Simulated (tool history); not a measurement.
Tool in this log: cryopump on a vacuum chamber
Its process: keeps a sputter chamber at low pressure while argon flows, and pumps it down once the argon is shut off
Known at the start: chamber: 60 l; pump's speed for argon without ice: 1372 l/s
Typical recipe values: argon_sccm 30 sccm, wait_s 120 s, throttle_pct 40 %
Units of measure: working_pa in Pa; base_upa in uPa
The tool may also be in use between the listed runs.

run,hour,argon_sccm,wait_s,throttle_pct,working_pa,base_upa
1,0,30,120,40,0.1006,1.41
2,92,30,120,40,0.1017,1.45
3,194.2,16,120,40,0.0543,1.46
4,271,16,120,40,0.0548,1.5
5,374.9,16,120,40,0.0545,1.56
6,493.9,30,256,40,0.1058,1.1
7,559.6,30,256,40,0.1054,1.17
8,686.5,30,256,40,0.107,1.2
9,751.7,30,256,40,0.1087,1.23
10,865.8,30,120,40,0.0926,1.5
11,979.1,30,120,24,0.1553,1.47
12,1102.7,23,120,24,0.1194,1.5
13,1229,23,120,24,0.1188,1.54
14,1331.6,23,64,24,0.12,2.31
15,1441.8,30,120,37,0.1032,1.68
16,1509.3,30,120,40,0.0957,1.68
17,1625.7,30,120,40,0.0956,1.64
18,1723.9,30,289,25,0.152,1.24
19,1822.4,30,110,18,0.2097,1.82
20,1928.1,17,120,43,0.0526,1.75
21,2039.3,37,21,18,0.2621,5.95
22,2144.4,22,35,18,0.1564,3.97
23,2262.6,22,35,18,0.1578,4.1
24,2364.7,38,52,40,0.128,3.11
25,2450.8,38,107,20,0.2453,2.03
26,2570.9,30,35,44,0.095,4.15
27,2657.6,16,241,24,0.0897,1.7
28,2721.3,16,214,44,0.0518,1.79
29,2839.2,18,103,30,0.0812,2.31
30,2949.4,13,182,47,0.0401,1.9
31,3078.2,14,20,29,0.0589,6.31
32,3198.3,14,20,29,0.0607,6.36
33,3315.9,14,20,50,0.0344,6.26
34,3380.9,60,44,50,0.1533,3.5

Between the runs listed above, the log contained 2 entries, not reproduced here. Where in the sequence does each belong, and how does what the log doesn't record of the tool's condition differ from the listed run before to the listed run after?
Logged between run 9 and run 10: pump warmed up, emptied and cooled again (hour 845.7)
  pump's speed, % of a pump's without ice: 70.9 -> 99.6; cold plate's temperature, K: 12.25 -> 12.26; leak into the chamber, uPa l/s: 800 -> 828
  measured minus no-state result, working_pa: +0.0155 -> +0.0003 Pa; base_upa: +0.61 -> +0.39 uPa
Logged between run 30 and run 31: pump warmed up, emptied and cooled again (hour 2983.3)
  pump's speed, % of a pump's without ice: 72.3 -> 98.8; cold plate's temperature, K: 12.47 -> 12.48; leak into the chamber, uPa l/s: 1330 -> 1360
  measured minus no-state result, working_pa: +0.0064 -> +0.0004 Pa; base_upa: +1.14 -> +0.81 uPa
